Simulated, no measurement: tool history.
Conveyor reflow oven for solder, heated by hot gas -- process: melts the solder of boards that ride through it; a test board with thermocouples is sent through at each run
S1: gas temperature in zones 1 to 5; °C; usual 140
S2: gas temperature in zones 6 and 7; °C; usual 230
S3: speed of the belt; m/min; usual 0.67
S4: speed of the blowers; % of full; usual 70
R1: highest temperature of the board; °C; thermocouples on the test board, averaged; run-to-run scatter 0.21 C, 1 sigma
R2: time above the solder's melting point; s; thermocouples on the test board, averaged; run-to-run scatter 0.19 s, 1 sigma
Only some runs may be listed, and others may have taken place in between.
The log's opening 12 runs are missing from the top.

At hour 277.1: flux residue cleaned out of gas plates and filters.
Run 13, hour 293.8: usual settings but S2 232 °C. Result: R1 217.1 °C, R2 47.4 s.
Run 14, hour 312.9: usual settings. Result: R1 214.7 °C, R2 46.3 s.
Run 15, hour 341: usual settings. Result: R1 214.6 °C, R2 45.8 s.
Run 16, hour 371.9: usual settings. Result: R1 214.8 °C, R2 45.8 s.
Run 17, hour 405.3: usual settings but S1 134 °C, S2 228 °C, S3 0.718 m/min, S4 53 % of full. Result: R1 204.8 °C, R2 31.8 s.
Run 18, hour 422.3: usual settings but S1 141 °C, S2 224 °C, S4 65 % of full. Result: R1 208.7 °C, R2 41.5 s.
Run 19, hour 443.1: usual settings but S1 141 °C, S2 239 °C, S4 65 % of full. Result: R1 221.4 °C, R2 50.1 s.
Run 20, hour 479.2: usual settings but S1 141 °C, S2 239 °C, S3 0.552 m/min, S4 65 % of full. Result: R1 227.4 °C, R2 65.3 s.
Run 21, hour 515.1: usual settings but S1 148 °C. Result: R1 216.1 °C, R2 49.3 s.
At hour 521.9: belt drive overhauled, speed set with a stopwatch.
Run 22, hour 545.4: usual settings but S1 141 °C, S4 51 % of full. Result: R1 209.7 °C, R2 41.5 s.
Run 23, hour 563.3: usual settings but S1 145 °C, S2 228 °C, S4 52 % of full. Result: R1 208.9 °C, R2 42.8 s.
Run 24, hour 587.2: usual settings but S1 145 °C, S2 221 °C, S4 62 % of full. Result: R1 206.4 °C, R2 40.8 s.
Run 25, hour 622.1: usual settings but S1 147 °C. Result: R1 216.2 °C, R2 48.9 s.
Run 26, hour 642.1: usual settings but S1 147 °C, S2 226 °C, S4 81 % of full. Result: R1 214.5 °C, R2 48.8 s.
Run 27, hour 677.5: usual settings but S1 150 °C, S4 79 % of full. Result: R1 218.5 °C, R2 51.9 s.
Run 28, hour 715.3: usual settings but S1 137 °C, S2 226 °C, S3 0.681 m/min, S4 53 % of full. Result: R1 205.6 °C, R2 36.1 s.
Run 29, hour 742.2: usual settings but S1 137 °C, S2 226 °C, S3 0.681 m/min, S4 53 % of full. Result: R1 205.3 °C, R2 35.8 s.
Run 30, hour 777.2: usual settings but S1 141 °C, S2 234 °C, S3 0.62 m/min, S4 58 % of full. Result: R1 217.7 °C, R2 52 s.

4 options for the next run, each taken on its own from the tool as it stands now. Forecast them:
Run A, hour 808.7: usual settings but S1 134 °C, S4 75 % of full. Result: R1 ?, R2 ?.
Run B, hour 808.7: usual settings but S1 155 °C, S2 232 °C, S3 0.62 m/min, S4 69 % of full. Result: R1 ?, R2 ?.
Run C, hour 808.7: usual settings but S1 130 °C, S3 0.576 m/min, S4 63 % of full. Result: R1 ?, R2 ?.
Run D, hour 808.7: usual settings but S1 151 °C, S2 220 °C, S3 0.62 m/min, S4 58 % of full. Result: R1 ?, R2 ?.

run     R1    R2
  A  214.9  44.7
  B  221.1  59.4
  C    216  51.8
  D  207.9  47.8
What these runs would have given with no unlogged condition in the tool:
run     R1    R2
  A  214.9  44.7
  B  221.1  59.4
  C    216  51.8
  D  207.9  47.8

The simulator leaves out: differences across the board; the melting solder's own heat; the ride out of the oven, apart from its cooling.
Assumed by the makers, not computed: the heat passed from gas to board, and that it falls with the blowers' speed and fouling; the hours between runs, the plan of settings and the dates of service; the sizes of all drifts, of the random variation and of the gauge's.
